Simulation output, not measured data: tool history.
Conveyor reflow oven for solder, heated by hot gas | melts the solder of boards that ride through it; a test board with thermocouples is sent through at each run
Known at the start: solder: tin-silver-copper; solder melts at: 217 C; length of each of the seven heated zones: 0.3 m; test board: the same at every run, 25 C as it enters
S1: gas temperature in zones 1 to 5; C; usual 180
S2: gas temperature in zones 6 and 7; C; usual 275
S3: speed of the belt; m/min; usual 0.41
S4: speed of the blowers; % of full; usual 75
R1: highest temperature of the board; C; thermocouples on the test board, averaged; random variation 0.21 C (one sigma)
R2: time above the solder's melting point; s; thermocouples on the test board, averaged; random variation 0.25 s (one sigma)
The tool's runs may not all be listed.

run,hour,S1,S2,S3,S4,R1,R2
1,0,180,275,0.41,75,263.8,76.9
2,16.6,180,275,0.41,75,263.9,76.6
3,46.4,180,275,0.41,59,261.4,74.9
4,83.1,180,275,0.41,75,263.7,76.7
5,110.9,180,275,0.41,75,263.5,76.8
6,140.7,180,275,0.41,75,263.7,76.8
7,179,180,275,0.41,75,263.4,76.6
8,196.3,180,275,0.408,75,263.5,77
# hour 202.6: belt drive overhauled, speed set with a stopwatch
9,226.3,180,275,0.408,75,263.4,77.2
10,262.1,180,275,0.41,75,263.1,77.1
11,289.1,179,275,0.41,75,263,76.5

Forecast run 12:
# hour 330.4: flux residue cleaned out of gas plates and filters
12,331.9,174,275,0.437,75,?,?

R1: 261.4 C
R2: 68.4 s
Without the tool's hidden state the same run would have given R1 260 C, R2 67.4 s.
